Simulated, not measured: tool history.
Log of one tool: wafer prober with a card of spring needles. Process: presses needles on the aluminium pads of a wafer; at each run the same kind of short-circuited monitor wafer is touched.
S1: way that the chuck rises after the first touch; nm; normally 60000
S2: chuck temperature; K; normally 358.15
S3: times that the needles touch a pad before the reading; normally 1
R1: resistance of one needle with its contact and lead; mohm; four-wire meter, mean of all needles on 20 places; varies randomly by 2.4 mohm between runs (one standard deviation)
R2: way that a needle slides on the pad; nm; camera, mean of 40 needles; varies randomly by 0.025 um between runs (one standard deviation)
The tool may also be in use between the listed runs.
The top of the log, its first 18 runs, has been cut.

| run | hour | S1 | S2 | S3 | R1 | R2 |
|---|---|---|---|---|---|---|
|  | 274.4 | tips cleaned on abrasive film |
| 19 | 283.3 | 60000 | 390.15 | 1 | 278 | 7680 |
| 20 | 297.9 | 60000 | 328.15 | 1 | 268 | 7660 |
|  | 302.8 | tips cleaned on abrasive film |
| 21 | 308.8 | 76000 | 328.15 | 1 | 255 | 9650 |
|  | 317.8 | gauge calibrated |
| 22 | 321.6 | 77000 | 358.15 | 2 | 263 | 10000 |
|  | 332 | tips cleaned on abrasive film |
| 23 | 336.3 | 48000 | 358.15 | 1 | 274 | 6230 |
| 24 | 354 | 60000 | 378.15 | 1 | 275 | 7780 |
|  | 361.9 | tips cleaned on abrasive film |
| 25 | 369.4 | 80000 | 358.15 | 1 | 264 | 10310 |
| 26 | 381.6 | 52000 | 358.15 | 2 | 273 | 6710 |
|  | 391.3 | tips cleaned on abrasive film |
| 27 | 392.6 | 52000 | 358.15 | 2 | 271 | 6700 |
| 28 | 403.3 | 64000 | 320.15 | 1 | 261 | 8260 |
| 29 | 418.2 | 64000 | 320.15 | 1 | 263 | 8280 |
|  | 420 | tips cleaned on abrasive film |
| 30 | 440.2 | 57000 | 334.15 | 2 | 266 | 7340 |
|  | 449.1 | tips cleaned on abrasive film |
| 31 | 451.9 | 71000 | 324.15 | 2 | 259 | 9130 |
| 32 | 473.1 | 71000 | 308.15 | 1 | 254 | 9120 |
|  | 477.8 | tips cleaned on abrasive film |
| 33 | 487 | 55000 | 332.15 | 1 | 264 | 7050 |

3 options for the next run, each taken on its own from the tool as it stands now. Forecast them:
|  | 506.3 | tips cleaned on abrasive film |
| A | 509.6 | 48000 | 358.15 | 1 | ? | ? |
|  | 506.3 | tips cleaned on abrasive film |
| B | 509.6 | 67000 | 358.15 | 1 | ? | ? |
|  | 506.3 | tips cleaned on abrasive film |
| C | 509.6 | 55000 | 386.15 | 2 | ? | ? |

| run | R1 | R2 |
|---|---|---|
| A | 271 | 6140 |
| B | 272 | 8630 |
| C | 279 | 7030 |
Without the tool's hidden state the same runs would have given:
| run | R1 | R2 |
|---|---|---|
| A | 271 | 6220 |
| B | 272 | 8740 |
| C | 279 | 7120 |
